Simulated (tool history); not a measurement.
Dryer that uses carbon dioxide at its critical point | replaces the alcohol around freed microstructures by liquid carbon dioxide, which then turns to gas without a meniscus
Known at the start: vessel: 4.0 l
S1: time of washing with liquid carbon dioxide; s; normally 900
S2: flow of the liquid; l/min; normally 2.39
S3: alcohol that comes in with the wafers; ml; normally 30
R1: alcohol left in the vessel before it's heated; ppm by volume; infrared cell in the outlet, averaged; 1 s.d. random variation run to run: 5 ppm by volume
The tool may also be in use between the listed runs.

run,hour,S1,S2,S3,R1
1,0,900,2.39,30,60
2,33.7,900,2.39,30,67
3,61.7,900,2.39,30,73
4,99,900,2.39,30,74
5,121.1,900,2.39,30,72
6,163.3,900,2.39,30,80
7,198.8,900,2.39,30,87
8,218.4,900,2.96,30,66
9,245.7,900,2.96,30,76
10,289.4,900,2.39,30,85
11,322,900,2.39,30,94
12,342.6,1140,2.39,30,83
13,372.7,1140,2.39,30,92
14,393.5,780,2.84,72,135
15,430,600,2.84,72,279
16,460.2,1140,3.68,75,97
17,482.7,1080,1.97,54,137
18,525,1260,2.39,30,103
19,564.4,1020,1.69,30,195

Predict each of these 4 candidate next runs independently; none follows another, all start after run 19:
# hour 570.1: purifier's bed changed
A,590.3,780,1.69,30,?
# hour 570.1: purifier's bed changed
B,590.3,1020,2.61,30,?
# hour 570.1: purifier's bed changed
C,590.3,1020,3.51,64,?
# hour 570.1: purifier's bed changed
D,590.3,1140,1.69,50,?

run,R1
A,261
B,23
C,6
D,102
Without the tool's hidden state the same runs would have given:
run,R1
A,153
B,15
C,2
D,50
